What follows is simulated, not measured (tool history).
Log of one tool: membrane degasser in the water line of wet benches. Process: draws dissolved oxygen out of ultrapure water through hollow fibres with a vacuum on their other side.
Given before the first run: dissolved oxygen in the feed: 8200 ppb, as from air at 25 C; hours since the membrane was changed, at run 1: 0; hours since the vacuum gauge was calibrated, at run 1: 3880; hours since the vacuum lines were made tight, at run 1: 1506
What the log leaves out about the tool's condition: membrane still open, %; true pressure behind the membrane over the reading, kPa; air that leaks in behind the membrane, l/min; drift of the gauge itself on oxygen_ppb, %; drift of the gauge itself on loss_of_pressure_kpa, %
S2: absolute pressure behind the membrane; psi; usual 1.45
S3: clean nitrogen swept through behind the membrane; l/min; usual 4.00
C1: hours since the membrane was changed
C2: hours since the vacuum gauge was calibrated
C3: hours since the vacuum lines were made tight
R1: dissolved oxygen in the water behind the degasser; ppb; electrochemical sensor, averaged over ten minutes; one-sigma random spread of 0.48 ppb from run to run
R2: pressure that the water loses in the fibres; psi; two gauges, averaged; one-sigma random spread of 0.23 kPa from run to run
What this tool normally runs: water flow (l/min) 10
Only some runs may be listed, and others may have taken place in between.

Run 1, day 0.000: usual settings; C1 0; C2 3880; C3 1506. Result: R1 45.2 ppb, R2 8.195 psi.
Run 2, day 6.775: usual settings; C1 163; C2 4043; C3 1669. Result: R1 46.3 ppb, R2 8.253 psi.
Run 3, day 21.188: usual settings but S3 10.63 l/min; C1 509; C2 4389; C3 2015. Result: R1 20.1 ppb, R2 8.240 psi.
Run 4, day 29.558: usual settings but water flow (l/min) 12; C1 709; C2 4590; C3 2216. Result: R1 61.3 ppb, R2 9.874 psi.
Run 5, day 42.288: usual settings but water flow (l/min) 12; C1 1015; C2 4895; C3 2521. Result: R1 60.0 ppb, R2 9.841 psi.
Run 6, day 48.750: usual settings; C1 1170; C2 5050; C3 2676. Result: R1 46.9 ppb, R2 8.208 psi.
At day 51.204: vacuum gauge calibrated.
Run 7, day 61.667: usual settings; C1 1479; C2 251; C3 2986. Result: R1 44.4 ppb, R2 8.222 psi.
Run 8, day 72.417: usual settings; C1 1738; C2 509; C3 3244. Result: R1 45.1 ppb, R2 8.221 psi.
Run 9, day 80.067: usual settings; C1 1921; C2 693; C3 3427. Result: R1 45.5 ppb, R2 8.274 psi.
Run 10, day 94.875: usual settings but S2 1.16 psi; C1 2277; C2 1048; C3 3783. Result: R1 33.4 ppb, R2 8.286 psi.
Run 11, day 107.842: usual settings but S2 1.16 psi; C1 2588; C2 1359; C3 4094. Result: R1 33.9 ppb, R2 8.270 psi.
Run 12, day 117.133: usual settings but S2 1.16 psi, S3 1.88 l/min; C1 2811; C2 1582; C3 4317. Result: R1 65.3 ppb, R2 8.234 psi.
Run 13, day 124.571: usual settings but S2 3.61 psi, S3 1.88 l/min; C1 2989; C2 1761; C3 4495. Result: R1 276.1 ppb, R2 8.232 psi.
Run 14, day 133.333: usual settings but water flow (l/min) 9, S2 3.61 psi, S3 1.88 l/min; C1 3199; C2 1971; C3 4706. Result: R1 249.7 ppb, R2 7.407 psi.
Run 15, day 148.108: usual settings but water flow (l/min) 9, S2 3.61 psi, S3 1.88 l/min; C1 3554; C2 2326; C3 5060. Result: R1 251.2 ppb, R2 7.409 psi.
Run 16, day 158.146: usual settings but water flow (l/min) 9, S2 3.61 psi, S3 1.88 l/min; C1 3795; C2 2567; C3 5301. Result: R1 248.2 ppb, R2 7.451 psi.
Run 17, day 167.262: usual settings but water flow (l/min) 9, S2 3.61 psi, S3 1.88 l/min; C1 4014; C2 2785; C3 5520. Result: R1 250.6 ppb, R2 7.430 psi.
At day 182.138: seals of the vacuum lines changed.
Run 18, day 182.267: usual settings but water flow (l/min) 9, S2 3.61 psi, S3 1.88 l/min; C1 4372; C2 3144; C3 3. Result: R1 247.2 ppb, R2 7.387 psi.
Run 19, day 191.346: usual settings but water flow (l/min) 9, S2 3.61 psi, S3 1.88 l/min; C1 4590; C2 3361; C3 221. Result: R1 248.8 ppb, R2 7.445 psi.
Run 20, day 201.758: usual settings but water flow (l/min) 9, S2 3.61 psi, S3 1.88 l/min; C1 4840; C2 3611; C3 471. Result: R1 247.3 ppb, R2 7.446 psi.
Run 21, day 216.325: usual settings but water flow (l/min) 9, S2 3.61 psi, S3 1.88 l/min; C1 5189; C2 3961; C3 821. Result: R1 246.9 ppb, R2 7.442 psi.
Run 22, day 228.325: usual settings but water flow (l/min) 9, S2 2.84 psi, S3 1.86 l/min; C1 5477; C2 4249; C3 1108. Result: R1 191.2 ppb, R2 7.439 psi.
Run 23, day 235.250: usual settings but water flow (l/min) 9, S2 2.84 psi, S3 1.86 l/min; C1 5644; C2 4415; C3 1275. Result: R1 190.4 ppb, R2 7.419 psi.
Run 24, day 250.167: usual settings but water flow (l/min) 9, S2 2.84 psi, S3 1.86 l/min; C1 6001; C2 4773; C3 1633. Result: R1 193.0 ppb, R2 7.435 psi.
Run 25, day 260.133: usual settings; C1 6241; C2 5012; C3 1872. Result: R1 45.7 ppb, R2 8.242 psi.
At day 264.062: vacuum gauge calibrated.
Run 26, day 271.321: usual settings; C1 6509; C2 174; C3 2140. Result: R1 44.9 ppb, R2 8.192 psi.
Run 27, day 279.654: usual settings; C1 6709; C2 374; C3 2340. Result: R1 46.4 ppb, R2 8.242 psi.
Run 28, day 293.004: usual settings but S2 3.00 psi, S3 9.07 l/min; C1 7029; C2 695; C3 2660. Result: R1 51.9 ppb, R2 8.282 psi.
Run 29, day 301.767: usual settings but water flow (l/min) 8, S2 1.62 psi, S3 9.94 l/min; C1 7239; C2 905; C3 2871. Result: R1 17.4 ppb, R2 6.628 psi.
Run 30, day 310.946: usual settings but water flow (l/min) 8, S2 1.62 psi, S3 9.94 l/min; C1 7460; C2 1125; C3 3091. Result: R1 17.2 ppb, R2 6.614 psi.
Run 31, day 317.408: usual settings but water flow (l/min) 13, S2 1.62 psi, S3 3.95 l/min; C1 7615; C2 1280; C3 3246. Result: R1 80.2 ppb, R2 10.701 psi.
Run 32, day 323.858: usual settings but water flow (l/min) 13, S2 1.62 psi, S3 3.95 l/min; C1 7770; C2 1435; C3 3401. Result: R1 77.7 ppb, R2 10.697 psi.

Below are 3 alternative next runs, each starting from the tool's condition after run 32. Predict each:
Run A, day 335.171: usual settings but water flow (l/min) 13, S2 2.25 psi, S3 2.64 l/min; C1 8041; C2 1707; C3 3672. Result: R1 ?, R2 ?.
Run B, day 335.171: usual settings but water flow (l/min) 16; C1 8041; C2 1707; C3 3672. Result: R1 ?, R2 ?.
Run C, day 335.171: usual settings but S3 2.94 l/min; C1 8041; C2 1707; C3 3672. Result: R1 ?, R2 ?.

run     R1      R2
  A  155.5  10.726
  B   99.2  13.123
  C   59.1   8.257
Had the tool no hidden state, the same runs would have come out as:
run     R1      R2
  A  155.3  10.715
  B   99.0  13.111
  C   59.0   8.250

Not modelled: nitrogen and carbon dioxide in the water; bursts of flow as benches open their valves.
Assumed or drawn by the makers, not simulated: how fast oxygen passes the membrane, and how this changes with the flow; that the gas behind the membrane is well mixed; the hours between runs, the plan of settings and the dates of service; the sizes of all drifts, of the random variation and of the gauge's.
